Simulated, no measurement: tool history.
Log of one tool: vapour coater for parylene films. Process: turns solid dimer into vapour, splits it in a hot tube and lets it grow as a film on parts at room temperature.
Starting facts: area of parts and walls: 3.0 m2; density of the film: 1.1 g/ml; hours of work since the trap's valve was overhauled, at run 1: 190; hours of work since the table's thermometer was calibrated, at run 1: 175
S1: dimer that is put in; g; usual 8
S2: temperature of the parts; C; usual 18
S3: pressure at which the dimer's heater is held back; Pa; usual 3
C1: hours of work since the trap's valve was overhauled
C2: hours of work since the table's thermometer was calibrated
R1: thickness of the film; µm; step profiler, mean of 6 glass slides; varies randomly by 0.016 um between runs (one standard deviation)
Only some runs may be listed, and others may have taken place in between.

{"run": 1, "hour": 0.0, "S1": 8, "S2": 18, "S3": 3, "C1": 190, "C2": 175, "R1": 1.38}
{"run": 2, "hour": 11.3, "S1": 8, "S2": 18, "S3": 3, "C1": 197, "C2": 181, "R1": 1.38}
{"run": 3, "hour": 27.0, "S1": 8, "S2": 18, "S3": 3, "C1": 206, "C2": 190, "R1": 1.39}
{"run": 4, "hour": 35.1, "S1": 8, "S2": 18, "S3": 3, "C1": 211, "C2": 195, "R1": 1.44}
{"run": 5, "hour": 43.5, "S1": 8, "S2": 20, "S3": 3, "C1": 216, "C2": 200, "R1": 1.34}
{"run": 6, "hour": 53.0, "S1": 4, "S2": 18, "S3": 3, "C1": 221, "C2": 206, "R1": 0.68}
{"run": 7, "hour": 71.8, "S1": 8, "S2": 13, "S3": 3, "C1": 232, "C2": 217, "R1": 1.54}
{"run": 8, "hour": 90.4, "S1": 8, "S2": 18, "S3": 3, "C1": 243, "C2": 228, "R1": 1.41}
{"run": 9, "hour": 105.4, "S1": 8, "S2": 18, "S3": 3, "C1": 252, "C2": 236, "R1": 1.4}
{"run": 10, "hour": 125.0, "S1": 8, "S2": 18, "S3": 11.83, "C1": 264, "C2": 248, "R1": 1.29}
{"run": 11, "hour": 139.2, "S1": 8, "S2": 18, "S3": 3.27, "C1": 272, "C2": 256, "R1": 1.39}
{"run": 12, "hour": 152.9, "S1": 8, "S2": 18, "S3": 3.27, "C1": 280, "C2": 264, "R1": 1.39}
{"run": 13, "hour": 169.9, "S1": 8, "S2": 18, "S3": 3.27, "C1": 290, "C2": 274, "R1": 1.41}
{"run": 14, "hour": 178.5, "S1": 8, "S2": 27, "S3": 3, "C1": 295, "C2": 279, "R1": 1.15}
{"run": 15, "hour": 194.1, "S1": 8, "S2": 18, "S3": 4.6, "C1": 304, "C2": 288, "R1": 1.37}
{"run": 16, "hour": 207.4, "S1": 11, "S2": 18, "S3": 3, "C1": 312, "C2": 296, "R1": 1.93}
{"run": 17, "hour": 221.4, "S1": 11, "S2": 18, "S3": 3, "C1": 320, "C2": 304, "R1": 1.89}
{"run": 18, "hour": 237.9, "S1": 11, "S2": 18, "S3": 3, "C1": 330, "C2": 314, "R1": 1.9}
{"run": 19, "hour": 249.9, "S1": 11, "S2": 18, "S3": 3, "C1": 337, "C2": 321, "R1": 1.92}
{"run": 20, "hour": 269.5, "S1": 8, "S2": 18, "S3": 3, "C1": 348, "C2": 333, "R1": 1.41}
{"run": 21, "hour": 277.6, "S1": 8, "S2": 18, "S3": 3, "C1": 353, "C2": 337, "R1": 1.38}
{"run": 22, "hour": 290.5, "S1": 8, "S2": 18, "S3": 3, "C1": 361, "C2": 345, "R1": 1.37}
{"run": 23, "hour": 303.3, "S1": 8, "S2": 18, "S3": 3, "C1": 368, "C2": 352, "R1": 1.38}

Run 24, settings as shown, results not yet in. Your forecast:
{"run": 24, "hour": 312.9, "S1": 8, "S2": 27, "S3": 3, "C1": 374, "C2": 358, "R1": "?"}

{"run 24": {"R1": 1.22}}
The same run, on a tool lacking any hidden state, would have yielded R1 1.23 µm.

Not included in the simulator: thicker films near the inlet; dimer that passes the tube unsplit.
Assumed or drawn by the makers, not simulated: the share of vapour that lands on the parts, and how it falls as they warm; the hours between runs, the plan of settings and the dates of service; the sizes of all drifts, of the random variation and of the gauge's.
